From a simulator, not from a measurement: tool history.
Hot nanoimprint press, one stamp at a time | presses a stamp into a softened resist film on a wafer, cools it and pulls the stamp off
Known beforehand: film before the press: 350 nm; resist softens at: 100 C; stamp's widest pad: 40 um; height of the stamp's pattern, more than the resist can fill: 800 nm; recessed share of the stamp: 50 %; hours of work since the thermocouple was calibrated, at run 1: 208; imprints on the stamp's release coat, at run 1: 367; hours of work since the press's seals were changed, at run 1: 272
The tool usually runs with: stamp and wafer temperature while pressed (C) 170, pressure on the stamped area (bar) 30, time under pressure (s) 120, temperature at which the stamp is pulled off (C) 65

run,day,stamp and wafer temperature while pressed (C),pressure on the stamped area (bar),time under pressure (s),temperature at which the stamp is pulled off (C),hours of work since the thermocouple was calibrated,imprints on the stamp's release coat,hours of work since the press's seals were changed,resist left under the stamp's widest pad (angstrom),greatest force while the stamp is pulled off (N)
1,0,170,30,120,65,208,367,272,2069,176
2,0.4,170,30,120,65,215,422,280,2067,178
3,0.762,170,30,120,65,222,471,286,2065,176
4,1.171,170,30,120,65,229,526,293,2058,181
5,1.717,170,30,120,65,239,600,303,2050,178
6,2.179,170,41.9,120,65,248,663,312,1746,185
# day 2.571: stamp cleaned and given a new release coat
7,2.75,170,30,120,65,253,24,317,2054,171
8,2.992,170,30,120,65,258,57,322,2052,172
9,3.296,170,30,120,65,263,98,327,2054,171
10,3.858,170,30,120,65,273,174,337,2055,172
11,4.296,170,30,120,65,281,233,345,2054,173
12,4.538,170,30,120,65,286,266,350,2056,175
13,4.996,169,30,120,65,294,329,358,2140,182
14,5.404,169,30,120,65,301,383,365,2139,176
15,5.833,161,30,120,65,309,442,373,2789,176
# day 5.988: plate thermocouple calibrated
16,6.233,163,30,120,59,4,479,378,2594,187
17,6.521,170,30,161,72,10,518,383,1855,165
18,6.825,170,21.1,120,60,15,559,389,2368,195
19,7.092,170,21.1,120,60,20,595,393,2362,195
20,7.442,181,44.2,110,69,26,643,400,1067,177
# day 7.988: stamp cleaned and given a new release coat
21,8.212,181,28.6,120,50,36,30,409,1342,198
22,8.729,181,28.6,120,50,45,100,418,1328,198
# day 8.879: plate thermocouple calibrated, once more
23,9.346,160,30,120,65,8,167,427,2885,172

The next listed run, before its measurement:
24,9.712,160,30,120,65,15,217,434,?,?

{"run 24": {"resist left under the stamp's widest pad (angstrom)": 2869, "greatest force while the stamp is pulled off (N)": 177}}
If the tool had no hidden condition, the same run with the same run-to-run variation would have returned resist left under the stamp's widest pad (angstrom) 2865, greatest force while the stamp is pulled off (N) 172.
